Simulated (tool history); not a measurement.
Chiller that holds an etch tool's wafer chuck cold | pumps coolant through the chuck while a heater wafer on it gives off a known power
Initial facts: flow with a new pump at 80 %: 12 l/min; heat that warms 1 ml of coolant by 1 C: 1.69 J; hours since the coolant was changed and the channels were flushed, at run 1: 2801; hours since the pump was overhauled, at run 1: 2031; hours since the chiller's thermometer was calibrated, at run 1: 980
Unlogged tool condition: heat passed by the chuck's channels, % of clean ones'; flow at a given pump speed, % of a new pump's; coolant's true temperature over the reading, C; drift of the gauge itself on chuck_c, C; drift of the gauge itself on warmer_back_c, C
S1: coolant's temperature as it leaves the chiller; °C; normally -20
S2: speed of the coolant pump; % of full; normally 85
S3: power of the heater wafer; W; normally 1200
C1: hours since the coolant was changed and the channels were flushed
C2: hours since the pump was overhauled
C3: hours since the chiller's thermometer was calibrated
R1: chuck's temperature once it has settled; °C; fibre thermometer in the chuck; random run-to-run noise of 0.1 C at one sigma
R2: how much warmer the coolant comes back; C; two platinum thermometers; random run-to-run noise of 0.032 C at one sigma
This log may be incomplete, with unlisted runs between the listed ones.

{"run": 1, "day": 0.0, "S1": -20, "S2": 85, "S3": 1200, "C1": 2801, "C2": 2031, "C3": 980, "R1": -6.5, "R2": 3.62}
{"run": 2, "day": 3.254, "S1": -20, "S2": 85, "S3": 1200, "C1": 2879, "C2": 2109, "C3": 1058, "R1": -6.5, "R2": 3.63}
{"run": 3, "day": 6.088, "S1": -20, "S2": 85, "S3": 1200, "C1": 2947, "C2": 2177, "C3": 1126, "R1": -6.3, "R2": 3.65}
{"run": 4, "day": 10.658, "S1": -20, "S2": 85, "S3": 1200, "C1": 3057, "C2": 2287, "C3": 1236, "R1": -6.5, "R2": 3.62}
{"run": 5, "day": 15.504, "S1": -20, "S2": 85, "S3": 1200, "C1": 3173, "C2": 2403, "C3": 1352, "R1": -6.3, "R2": 3.69}
{"run": 6, "day": 17.821, "S1": -20, "S2": 85, "S3": 1200, "C1": 3228, "C2": 2458, "C3": 1408, "R1": -6.2, "R2": 3.68}
{"run": 7, "day": 20.675, "S1": -20, "S2": 85, "S3": 752, "C1": 3297, "C2": 2527, "C3": 1476, "R1": -11.2, "R2": 2.28}
{"run": 8, "day": 23.304, "S1": -20, "S2": 85, "S3": 1200, "C1": 3360, "C2": 2590, "C3": 1540, "R1": -6.1, "R2": 3.7}
{"run": 9, "day": 27.246, "S1": -20, "S2": 85, "S3": 1200, "C1": 3455, "C2": 2685, "C3": 1634, "R1": -6, "R2": 3.65}
{"run": 10, "day": 30.25, "S1": -20, "S2": 85, "S3": 1200, "C1": 3527, "C2": 2757, "C3": 1706, "R1": -6, "R2": 3.71}
{"run": 11, "day": 34.567, "S1": -20, "S2": 85, "S3": 1200, "C1": 3630, "C2": 2860, "C3": 1810, "R1": -5.7, "R2": 3.71}
{"run": 12, "day": 37.908, "S1": -20, "S2": 85, "S3": 1200, "C1": 3711, "C2": 2940, "C3": 1890, "R1": -5.8, "R2": 3.73}
{"run": 13, "day": 40.908, "S1": -20, "S2": 85, "S3": 1200, "C1": 3783, "C2": 3013, "C3": 1962, "R1": -5.8, "R2": 3.69}
{"run": 14, "day": 45.712, "S1": -20, "S2": 85, "S3": 729, "C1": 3898, "C2": 3128, "C3": 2077, "R1": -11.2, "R2": 2.25}
{"run": 15, "day": 49.804, "S1": -20, "S2": 85, "S3": 729, "C1": 3996, "C2": 3226, "C3": 2176, "R1": -11.1, "R2": 2.3}
{"run": 16, "day": 53.075, "S1": -20, "S2": 85, "S3": 729, "C1": 4075, "C2": 3305, "C3": 2254, "R1": -11.1, "R2": 2.29}
{"run": 17, "day": 57.471, "S1": -20, "S2": 85, "S3": 729, "C1": 4180, "C2": 3410, "C3": 2360, "R1": -11.1, "R2": 2.29}
{"run": 18, "day": 62.358, "S1": -12, "S2": 68, "S3": 1435, "C1": 4297, "C2": 3527, "C3": 2477, "R1": 7.7, "R2": 5.61}
{"run": 19, "day": 66.129, "S1": -11, "S2": 68, "S3": 893, "C1": 4388, "C2": 3618, "C3": 2567, "R1": 1.5, "R2": 3.52}
{"run": 20, "day": 70.854, "S1": -20, "S2": 85, "S3": 730, "C1": 4501, "C2": 3731, "C3": 2681, "R1": -10.8, "R2": 2.33}
{"run": 21, "day": 74.788, "S1": -20, "S2": 85, "S3": 613, "C1": 4596, "C2": 3826, "C3": 2775, "R1": -12.3, "R2": 1.99}
{"run": 22, "day": 79.517, "S1": -20, "S2": 85, "S3": 613, "C1": 4709, "C2": 3939, "C3": 2889, "R1": -12.2, "R2": 1.97}
{"run": 23, "day": 81.971, "S1": -11, "S2": 85, "S3": 698, "C1": 4768, "C2": 3998, "C3": 2948, "R1": -2, "R2": 2.2}
{"run": 24, "day": 85.308, "S1": -11, "S2": 85, "S3": 698, "C1": 4848, "C2": 4078, "C3": 3028, "R1": -2, "R2": 2.28}
{"run": 25, "day": 87.667, "S1": -23, "S2": 67, "S3": 802, "C1": 4905, "C2": 4135, "C3": 3084, "R1": -11.3, "R2": 3.22}
{"day": 89.2, "done": "coolant changed, channels flushed"}
{"run": 26, "day": 90.433, "S1": -20, "S2": 85, "S3": 1259, "C1": 30, "C2": 4195, "C3": 3145, "R1": -5.8, "R2": 4.01}
{"run": 27, "day": 95.462, "S1": -20, "S2": 85, "S3": 1259, "C1": 150, "C2": 4316, "C3": 3265, "R1": -5.6, "R2": 4.07}
{"run": 28, "day": 98.396, "S1": -20, "S2": 91, "S3": 798, "C1": 221, "C2": 4386, "C3": 3336, "R1": -11, "R2": 2.46}
{"run": 29, "day": 101.646, "S1": -20, "S2": 91, "S3": 798, "C1": 299, "C2": 4464, "C3": 3414, "R1": -10.9, "R2": 2.45}
{"day": 101.929, "done": "chiller's thermometer calibrated"}
{"run": 30, "day": 105.617, "S1": -20, "S2": 91, "S3": 798, "C1": 393, "C2": 4559, "C3": 88, "R1": -11.7, "R2": 2.42}
{"run": 31, "day": 109.933, "S1": -20, "S2": 91, "S3": 798, "C1": 497, "C2": 4662, "C3": 192, "R1": -11.7, "R2": 2.47}
{"run": 32, "day": 112.85, "S1": -20, "S2": 91, "S3": 798, "C1": 567, "C2": 4732, "C3": 262, "R1": -11.4, "R2": 2.44}
{"run": 33, "day": 117.221, "S1": -17, "S2": 60, "S3": 1755, "C1": 671, "C2": 4837, "C3": 367, "R1": 7.1, "R2": 8.14}

Branching from run 33: 3 alternative next runs. What would each branch give?
{"run": "A", "day": 122.054, "S1": -22, "S2": 85, "S3": 1249, "C1": 787, "C2": 4953, "C3": 483, "R1": "?", "R2": "?"}
{"run": "B", "day": 122.054, "S1": -23, "S2": 60, "S3": 933, "C1": 787, "C2": 4953, "C3": 483, "R1": "?", "R2": "?"}
{"run": "C", "day": 122.054, "S1": -20, "S2": 67, "S3": 1200, "C1": 787, "C2": 4953, "C3": 483, "R1": "?", "R2": "?"}

run=A R1=-7.7 R2=4.16
run=B R1=-10.1 R2=4.35
run=C R1=-4.3 R2=5.06
Had the tool no hidden state, the same runs would have come out as:
run=A R1=-9.3 R2=3.49
run=B R1=-11.6 R2=3.66
run=C R1=-6.1 R2=4.25
